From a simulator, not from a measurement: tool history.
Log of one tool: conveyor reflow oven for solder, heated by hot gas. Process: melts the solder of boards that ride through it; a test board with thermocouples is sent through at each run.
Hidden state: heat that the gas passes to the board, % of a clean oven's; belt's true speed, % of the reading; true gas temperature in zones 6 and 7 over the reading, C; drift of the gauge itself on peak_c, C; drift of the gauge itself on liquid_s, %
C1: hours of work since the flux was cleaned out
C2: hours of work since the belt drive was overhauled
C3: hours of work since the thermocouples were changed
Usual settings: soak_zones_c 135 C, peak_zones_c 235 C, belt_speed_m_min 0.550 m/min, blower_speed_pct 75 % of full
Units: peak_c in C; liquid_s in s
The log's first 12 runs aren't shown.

run 13 hour=341.1 | soak_zones_c=135 peak_zones_c=235 belt_speed_m_min=0.550 blower_speed_pct=75 | C1=78 C2=625 C3=1183 | peak_c=217.1 liquid_s=56.1
run 14 hour=363.3 | soak_zones_c=135 peak_zones_c=242 belt_speed_m_min=0.550 blower_speed_pct=75 | C1=95 C2=642 C3=1201 | peak_c=223.2 liquid_s=60.6
-- hour=367.9 thermocouples of zones 6 and 7 changed
run 15 hour=383.6 | soak_zones_c=135 peak_zones_c=235 belt_speed_m_min=0.550 blower_speed_pct=75 | C1=110 C2=657 C3=13 | peak_c=217.5 liquid_s=56.4
run 16 hour=413.7 | soak_zones_c=135 peak_zones_c=235 belt_speed_m_min=0.550 blower_speed_pct=75 | C1=134 C2=681 C3=37 | peak_c=217.4 liquid_s=56.2
run 17 hour=434.5 | soak_zones_c=135 peak_zones_c=245 belt_speed_m_min=0.500 blower_speed_pct=64 | C1=151 C2=697 C3=53 | peak_c=226.6 liquid_s=68.9
run 18 hour=455.2 | soak_zones_c=135 peak_zones_c=245 belt_speed_m_min=0.500 blower_speed_pct=64 | C1=167 C2=714 C3=70 | peak_c=226.4 liquid_s=69.0
run 19 hour=476.9 | soak_zones_c=146 peak_zones_c=245 belt_speed_m_min=0.500 blower_speed_pct=72 | C1=184 C2=731 C3=87 | peak_c=230.4 liquid_s=75.3
-- hour=489.4 flux residue cleaned out of gas plates and filters
run 20 hour=520.5 | soak_zones_c=135 peak_zones_c=235 belt_speed_m_min=0.550 blower_speed_pct=60 | C1=25 C2=762 C3=118 | peak_c=213.8 liquid_s=52.2
run 21 hour=544.4 | soak_zones_c=123 peak_zones_c=235 belt_speed_m_min=0.550 blower_speed_pct=70 | C1=44 C2=781 C3=137 | peak_c=213.9 liquid_s=49.3
run 22 hour=566.3 | soak_zones_c=140 peak_zones_c=225 belt_speed_m_min=0.461 blower_speed_pct=56 | C1=61 C2=799 C3=154 | peak_c=210.7 liquid_s=62.6
run 23 hour=594.4 | soak_zones_c=127 peak_zones_c=236 belt_speed_m_min=0.464 blower_speed_pct=59 | C1=84 C2=821 C3=177 | peak_c=218.5 liquid_s=65.4
run 24 hour=628.3 | soak_zones_c=135 peak_zones_c=235 belt_speed_m_min=0.445 blower_speed_pct=75 | C1=111 C2=848 C3=204 | peak_c=223.8 liquid_s=76.3
run 25 hour=664.9 | soak_zones_c=133 peak_zones_c=244 belt_speed_m_min=0.629 blower_speed_pct=78 | C1=140 C2=877 C3=233 | peak_c=220.5 liquid_s=50.0
run 26 hour=682.7 | soak_zones_c=121 peak_zones_c=244 belt_speed_m_min=0.629 blower_speed_pct=53 | C1=154 C2=891 C3=247 | peak_c=208.5 liquid_s=36.4
run 27 hour=723.0 | soak_zones_c=131 peak_zones_c=227 belt_speed_m_min=0.659 blower_speed_pct=85 | C1=186 C2=923 C3=279 | peak_c=206.0 liquid_s=35.7
-- hour=733.8 flux residue cleaned out of gas plates and filters
run 28 hour=764.1 | soak_zones_c=131 peak_zones_c=239 belt_speed_m_min=0.659 blower_speed_pct=53 | C1=24 C2=952 C3=308 | peak_c=205.3 liquid_s=33.7
run 29 hour=789.0 | soak_zones_c=131 peak_zones_c=239 belt_speed_m_min=0.585 blower_speed_pct=64 | C1=44 C2=972 C3=328 | peak_c=214.7 liquid_s=48.4
run 30 hour=813.3 | soak_zones_c=125 peak_zones_c=224 belt_speed_m_min=0.566 blower_speed_pct=68 | C1=63 C2=991 C3=347 | peak_c=203.4 liquid_s=37.9
run 31 hour=846.3 | soak_zones_c=125 peak_zones_c=224 belt_speed_m_min=0.530 blower_speed_pct=52 | C1=90 C2=1018 C3=373 | peak_c=200.9 liquid_s=36.0
run 32 hour=871.4 | soak_zones_c=132 peak_zones_c=224 belt_speed_m_min=0.550 blower_speed_pct=75 | C1=110 C2=1038 C3=393 | peak_c=207.6 liquid_s=46.2

3 ways to go on from here, each from the tool as it stands after run 32. What would each give?
run A hour=895.2 | soak_zones_c=128 peak_zones_c=235 belt_speed_m_min=0.550 blower_speed_pct=75 | C1=129 C2=1057 C3=412 | peak_c=? liquid_s=?
run B hour=895.2 | soak_zones_c=132 peak_zones_c=242 belt_speed_m_min=0.522 blower_speed_pct=85 | C1=129 C2=1057 C3=412 | peak_c=? liquid_s=?
run C hour=895.2 | soak_zones_c=135 peak_zones_c=235 belt_speed_m_min=0.634 blower_speed_pct=75 | C1=129 C2=1057 C3=412 | peak_c=? liquid_s=?

run=A peak_c=216.2 liquid_s=52.7
run=B peak_c=227.0 liquid_s=65.3
run=C peak_c=212.3 liquid_s=44.1
Without the tool's hidden state the same runs would have given:
run=A peak_c=216.2 liquid_s=52.7
run=B peak_c=227.0 liquid_s=65.3
run=C peak_c=212.3 liquid_s=44.1
